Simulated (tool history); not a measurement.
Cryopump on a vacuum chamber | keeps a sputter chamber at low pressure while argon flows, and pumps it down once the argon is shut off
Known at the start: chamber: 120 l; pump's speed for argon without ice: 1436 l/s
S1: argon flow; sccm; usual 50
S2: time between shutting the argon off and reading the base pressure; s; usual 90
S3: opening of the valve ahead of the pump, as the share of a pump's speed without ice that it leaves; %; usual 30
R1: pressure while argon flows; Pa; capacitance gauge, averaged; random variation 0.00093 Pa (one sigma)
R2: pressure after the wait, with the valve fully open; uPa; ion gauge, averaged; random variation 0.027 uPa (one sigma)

run    hour  S1   S2  S3      R1    R2
  1       0  50   90  30  0.2083  3.66
      104.4  -- pump warmed up, emptied and cooled again
  2   128.7  50  292  30  0.1974  2.66
  3   205.2  50  292  30  0.1986  2.84
  4   260.5  50  292  30  0.1993  2.87
      312.5  -- leaking fittings of the chamber tightened, without venting
  5   317.6  50   90  57  0.1082  1.31
  6   432.2  50   90  57  0.1074  1.51
  7   532.6  50   90  57  0.1118  1.67
  8   640.5  60   90  57  0.1332  1.84
  9   767.8  60   90  57  0.1361  2.07
 10   887.5  50   90  30  0.2094  2.29
        972  -- pump warmed up, emptied and cooled again
 11  1013.8  50   90  30  0.1993   2.3
 12  1070.2  22   90  30  0.0881  2.47
 13  1180.9  81   90  30   0.324  2.66
 14  1291.8  81   90  30  0.3265  2.89
 15  1361.8  27  282  24  0.1351  2.26
 16  1432.1  27  282  24   0.137  2.38
 17  1546.1  22  282  59  0.0492  2.64
 18  1646.8  22  162  59  0.0487  3.05
 19  1763.2  22   39  25  0.1102  5.19
 20  1816.9  22   39  25  0.1101  5.24
     1840.7  -- pump warmed up, emptied and cooled again
 21  1887.8  22   39  25  0.1053  4.74
 22    2001  23   23  24  0.1145  6.81
 23    2077  22   59  48  0.0567  4.43
     2090.9  -- leaking fittings of the chamber tightened, without venting
 24  2174.3  67   44  53  0.1587  2.46
 25  2280.4  65  216  53  0.1544  0.98

3 ways to go on from here, each from the tool as it stands after run 25. What would each give?
  A  2387.9  65   42  53   ?   ?
  B  2387.9  38  287  55   ?   ?
  C  2387.9  65   39  58   ?   ?

run      R1    R2
  A  0.1555  2.99
  B  0.0886  1.06
  C  0.1443  3.14
Without the tool's hidden state the same runs would have given:
run      R1    R2
  A  0.1431  2.43
  B  0.0813   0.5
  C  0.1319   2.6
